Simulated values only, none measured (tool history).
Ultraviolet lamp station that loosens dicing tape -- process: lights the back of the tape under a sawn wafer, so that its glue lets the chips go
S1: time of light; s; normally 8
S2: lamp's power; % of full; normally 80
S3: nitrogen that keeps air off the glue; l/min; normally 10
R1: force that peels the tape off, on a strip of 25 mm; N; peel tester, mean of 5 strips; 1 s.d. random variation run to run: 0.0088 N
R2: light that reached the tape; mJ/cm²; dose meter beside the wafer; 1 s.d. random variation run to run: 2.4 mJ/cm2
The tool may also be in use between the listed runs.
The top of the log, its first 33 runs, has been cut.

| run | hour | S1 | S2 | S3 | R1 | R2 |
|---|---|---|---|---|---|---|
| 34 | 2141.8 | 13 | 80 | 11 | 0.421 | 244 |
| 35 | 2220.6 | 9 | 93 | 6 | 1.101 | 188 |
|  | 2251.7 | window cleaned of glue's vapour |
| 36 | 2289.6 | 9 | 93 | 6 | 0.768 | 218 |
|  | 2323.7 | lamp changed |
| 37 | 2365.6 | 5 | 72 | 4 | 2.103 | 142 |
| 38 | 2459.3 | 5 | 72 | 4 | 2.175 | 142 |
| 39 | 2533.9 | 6 | 80 | 10 | 0.862 | 178 |
| 40 | 2604.7 | 8 | 79 | 16 | 0.401 | 231 |
| 41 | 2645.3 | 8 | 99 | 4 | 0.604 | 280 |
| 42 | 2710.4 | 11 | 76 | 8 | 0.347 | 290 |
| 43 | 2765.5 | 11 | 76 | 8 | 0.370 | 281 |
| 44 | 2846.4 | 8 | 89 | 5 | 0.753 | 231 |

3 ways to go on from here, each from the tool as it stands after run 44. What would each give?
| A | 2920.6 | 10 | 77 | 13 | ? | ? |
| B | 2920.6 | 10 | 98 | 6 | ? | ? |
| C | 2920.6 | 8 | 61 | 10 | ? | ? |

| run | R1 | R2 |
|---|---|---|
| A | 0.396 | 241 |
| B | 0.370 | 313 |
| C | 1.205 | 155 |
With no hidden state in the tool, these same runs would have given:
| run | R1 | R2 |
|---|---|---|
| A | 0.244 | 320 |
| B | 0.233 | 415 |
| C | 0.667 | 206 |
